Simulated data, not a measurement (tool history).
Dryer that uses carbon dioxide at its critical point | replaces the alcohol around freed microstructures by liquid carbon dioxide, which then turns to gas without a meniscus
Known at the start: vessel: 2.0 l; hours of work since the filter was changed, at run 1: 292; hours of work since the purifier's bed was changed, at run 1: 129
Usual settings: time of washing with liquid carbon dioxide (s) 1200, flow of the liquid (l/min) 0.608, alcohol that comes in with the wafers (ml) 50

run,hour,time of washing with liquid carbon dioxide (s),flow of the liquid (l/min),alcohol that comes in with the wafers (ml),hours of work since the filter was changed,hours of work since the purifier's bed was changed,alcohol left in the vessel before it's heated (ppm by volume)
1,0.0,1200,0.608,50,292,129,199
2,25.6,1200,0.392,50,311,148,1152
3,41.4,1200,0.392,67,323,160,1586
4,54.2,1200,0.392,67,333,170,1573
5,69.8,1320,0.392,67,345,182,1210
6,90.8,1320,0.608,50,361,198,163
# hour 93.5: inlet filter changed
7,112.2,1200,0.608,50,14,213,151
8,132.3,1200,0.608,50,29,229,154
9,154.9,1200,0.608,50,47,246,158
10,168.8,1200,0.608,33,57,256,112
11,182.6,1200,0.608,33,68,267,124
12,210.7,1200,0.608,33,89,288,123
13,240.9,1200,0.608,33,112,311,132
14,256.3,1200,0.608,33,124,323,136
15,278.0,1200,0.608,33,140,339,140
16,303.2,1200,0.608,33,159,358,148
17,324.2,1200,0.608,33,175,374,143
18,352.2,720,0.608,33,197,396,862
19,369.0,1200,0.608,50,209,408,217
20,390.2,1200,0.608,50,225,424,226
21,421.0,1200,0.495,50,249,448,528
22,443.3,1200,0.495,50,266,465,538
23,465.4,1200,0.495,50,282,482,555
24,485.3,1200,0.608,50,298,497,256
25,513.0,1200,0.608,50,319,518,267
# hour 519.5: purifier's bed changed
26,547.5,1380,0.727,29,343,21,28
27,564.4,1380,0.727,29,355,34,25
# hour 574.1: inlet filter changed
28,597.1,1380,0.727,29,18,58,17
29,620.9,1200,1.019,111,36,76,16
30,642.8,1800,0.378,41,52,93,184
31,670.8,1800,0.639,78,73,114,33
32,692.1,1800,0.639,78,90,130,26
33,713.9,1260,0.825,44,106,147,28
34,745.4,1140,0.414,43,130,171,847
35,773.6,1800,0.608,50,152,192,40
36,802.9,1380,0.608,50,174,215,103
37,825.1,1380,0.608,50,191,231,108
38,849.4,1800,0.520,41,209,250,77
39,868.7,1800,0.520,41,224,265,78
40,882.4,1320,0.758,28,234,275,47
41,902.4,1320,0.758,28,249,290,54
42,928.5,1260,0.786,28,269,310,53
43,957.7,900,0.826,38,291,332,179
44,985.0,900,0.826,38,312,353,172
45,1012.4,900,0.826,38,333,374,174
46,1035.7,1320,0.630,34,351,391,133
# hour 1051.9: inlet filter changed
47,1061.4,1800,0.442,43,7,410,112

Forecast each of these 4 alternatives for the next run:
A,1083.2,1800,0.442,78,24,427,?
B,1083.2,1200,0.608,45,24,427,?
C,1083.2,1860,0.546,50,24,427,?
D,1083.2,1800,1.033,43,24,427,?

run,alcohol left in the vessel before it's heated (ppm by volume)
A,183
B,161
C,69
D,60
Without the tool's hidden state the same runs would have given:
run,alcohol left in the vessel before it's heated (ppm by volume)
A,128
B,106
C,18
D,10

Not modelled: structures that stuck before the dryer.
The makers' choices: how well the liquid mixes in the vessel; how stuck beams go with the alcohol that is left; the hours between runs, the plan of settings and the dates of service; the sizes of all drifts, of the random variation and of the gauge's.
